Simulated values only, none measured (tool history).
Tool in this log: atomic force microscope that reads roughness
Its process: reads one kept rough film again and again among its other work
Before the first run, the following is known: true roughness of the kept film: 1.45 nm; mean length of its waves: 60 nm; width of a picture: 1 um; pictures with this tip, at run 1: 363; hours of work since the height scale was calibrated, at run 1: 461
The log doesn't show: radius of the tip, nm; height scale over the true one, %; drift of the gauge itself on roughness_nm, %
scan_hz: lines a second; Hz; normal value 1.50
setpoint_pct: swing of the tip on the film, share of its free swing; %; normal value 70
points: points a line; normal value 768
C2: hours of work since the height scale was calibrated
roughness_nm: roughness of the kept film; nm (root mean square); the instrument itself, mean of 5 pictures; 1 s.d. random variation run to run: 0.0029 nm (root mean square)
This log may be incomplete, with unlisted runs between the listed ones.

Run 1, hour 0.0: usual settings; pictures with this tip 363; C2 461. Result: roughness_nm 1.360 nm (root mean square).
At hour 11.1: new tip fitted.
Run 2, hour 23.7: usual settings; pictures with this tip 23; C2 477. Result: roughness_nm 1.360 nm (root mean square).
Run 3, hour 53.4: usual settings but points 542; pictures with this tip 76; C2 497. Result: roughness_nm 1.360 nm (root mean square).
Run 4, hour 79.2: usual settings but setpoint_pct 69 %; pictures with this tip 123; C2 514. Result: roughness_nm 1.362 nm (root mean square).
Run 5, hour 108.8: usual settings but setpoint_pct 69 %; pictures with this tip 176; C2 535. Result: roughness_nm 1.363 nm (root mean square).
Run 6, hour 130.0: usual settings but setpoint_pct 69 %; pictures with this tip 214; C2 549. Result: roughness_nm 1.366 nm (root mean square).
Run 7, hour 155.6: usual settings; pictures with this tip 261; C2 567. Result: roughness_nm 1.362 nm (root mean square).
Run 8, hour 181.9: usual settings but scan_hz 1.40 Hz; pictures with this tip 308; C2 585. Result: roughness_nm 1.365 nm (root mean square).
Run 9, hour 199.3: usual settings but scan_hz 0.69 Hz; pictures with this tip 339; C2 596. Result: roughness_nm 1.393 nm (root mean square).
At hour 224.7: new tip fitted.
Run 10, hour 232.4: usual settings but scan_hz 0.69 Hz; pictures with this tip 14; C2 619. Result: roughness_nm 1.399 nm (root mean square).
Run 11, hour 257.9: usual settings but scan_hz 0.68 Hz; pictures with this tip 60; C2 636. Result: roughness_nm 1.397 nm (root mean square).
Run 12, hour 274.8: usual settings; pictures with this tip 91; C2 648. Result: roughness_nm 1.363 nm (root mean square).
Run 13, hour 296.9: usual settings; pictures with this tip 130; C2 663. Result: roughness_nm 1.355 nm (root mean square).
Run 14, hour 312.5: usual settings but points 570; pictures with this tip 159; C2 673. Result: roughness_nm 1.360 nm (root mean square).
Run 15, hour 342.6: usual settings; pictures with this tip 213; C2 694. Result: roughness_nm 1.355 nm (root mean square).
Run 16, hour 375.7: usual settings; pictures with this tip 273; C2 716. Result: roughness_nm 1.360 nm (root mean square).
Run 17, hour 410.3: usual settings; pictures with this tip 335; C2 740. Result: roughness_nm 1.359 nm (root mean square).
At hour 436.8: new tip fitted.
Run 18, hour 445.7: usual settings but setpoint_pct 60 %; pictures with this tip 16; C2 764. Result: roughness_nm 1.388 nm (root mean square).
Run 19, hour 467.5: usual settings but setpoint_pct 60 %, points 857; pictures with this tip 55; C2 779. Result: roughness_nm 1.396 nm (root mean square).
Run 20, hour 487.2: usual settings; pictures with this tip 91; C2 792. Result: roughness_nm 1.356 nm (root mean square).
Run 21, hour 505.9: usual settings but setpoint_pct 60 %; pictures with this tip 124; C2 805. Result: roughness_nm 1.393 nm (root mean square).
Run 22, hour 521.1: usual settings but scan_hz 2.94 Hz, setpoint_pct 60 %; pictures with this tip 152; C2 815. Result: roughness_nm 1.349 nm (root mean square).
Run 23, hour 544.1: usual settings but scan_hz 2.94 Hz, setpoint_pct 60 %, points 553; pictures with this tip 193; C2 831. Result: roughness_nm 1.357 nm (root mean square).
Run 24, hour 559.4: usual settings but scan_hz 2.94 Hz, setpoint_pct 60 %, points 553; pictures with this tip 221; C2 842. Result: roughness_nm 1.356 nm (root mean square).
Run 25, hour 576.5: usual settings but scan_hz 2.94 Hz, setpoint_pct 60 %, points 553; pictures with this tip 252; C2 853. Result: roughness_nm 1.354 nm (root mean square).
Run 26, hour 592.0: usual settings but setpoint_pct 85 %; pictures with this tip 280; C2 864. Result: roughness_nm 1.282 nm (root mean square).
Run 27, hour 614.9: usual settings but scan_hz 0.93 Hz, setpoint_pct 87 %, points 952; pictures with this tip 321; C2 879. Result: roughness_nm 1.324 nm (root mean square).
Run 28, hour 634.4: usual settings but scan_hz 0.93 Hz, setpoint_pct 87 %, points 952; pictures with this tip 356; C2 893. Result: roughness_nm 1.326 nm (root mean square).
At hour 649.1: new tip fitted.
Run 29, hour 667.2: usual settings but scan_hz 0.99 Hz, setpoint_pct 63 %; pictures with this tip 32; C2 915. Result: roughness_nm 1.404 nm (root mean square).
Run 30, hour 695.9: usual settings but scan_hz 0.60 Hz, setpoint_pct 63 %, points 718; pictures with this tip 84; C2 934. Result: roughness_nm 1.413 nm (root mean square).
Run 31, hour 728.0: usual settings but points 490; pictures with this tip 142; C2 956. Result: roughness_nm 1.358 nm (root mean square).
Run 32, hour 747.9: usual settings but scan_hz 1.08 Hz, setpoint_pct 80 %; pictures with this tip 178; C2 970. Result: roughness_nm 1.346 nm (root mean square).
Run 33, hour 776.8: usual settings but scan_hz 0.60 Hz, setpoint_pct 69 %; pictures with this tip 230; C2 990. Result: roughness_nm 1.403 nm (root mean square).
Run 34, hour 809.7: usual settings but setpoint_pct 59 %; pictures with this tip 289; C2 1012. Result: roughness_nm 1.388 nm (root mean square).
Run 35, hour 840.1: usual settings but scan_hz 1.17 Hz, setpoint_pct 71 %, points 899; pictures with this tip 344; C2 1033. Result: roughness_nm 1.372 nm (root mean square).
At hour 863.6: new tip fitted.
Run 36, hour 868.8: usual settings but scan_hz 1.17 Hz, setpoint_pct 71 %, points 899; pictures with this tip 9; C2 1052. Result: roughness_nm 1.372 nm (root mean square).
Run 37, hour 897.2: usual settings but scan_hz 1.17 Hz, setpoint_pct 71 %, points 899; pictures with this tip 60; C2 1072. Result: roughness_nm 1.376 nm (root mean square).
Run 38, hour 921.3: usual settings but scan_hz 0.67 Hz, setpoint_pct 88 %, points 288; pictures with this tip 104; C2 1088. Result: roughness_nm 1.342 nm (root mean square).
Run 39, hour 945.1: usual settings but scan_hz 0.67 Hz, setpoint_pct 88 %, points 288; pictures with this tip 147; C2 1104. Result: roughness_nm 1.349 nm (root mean square).
Run 40, hour 964.8: usual settings but scan_hz 3.65 Hz, setpoint_pct 64 %, points 957; pictures with this tip 182; C2 1118. Result: roughness_nm 1.308 nm (root mean square).

Run 41, settings as shown, results not yet in. Your forecast:
Run 41, hour 996.7: usual settings but scan_hz 3.65 Hz, setpoint_pct 64 %, points 957; pictures with this tip 240; C2 1139. Result: roughness_nm ?.

Run 41 came out at roughness_nm 1.309 nm (root mean square).
Without the tool's hidden state the same run would have given roughness_nm 1.309 nm (root mean square).
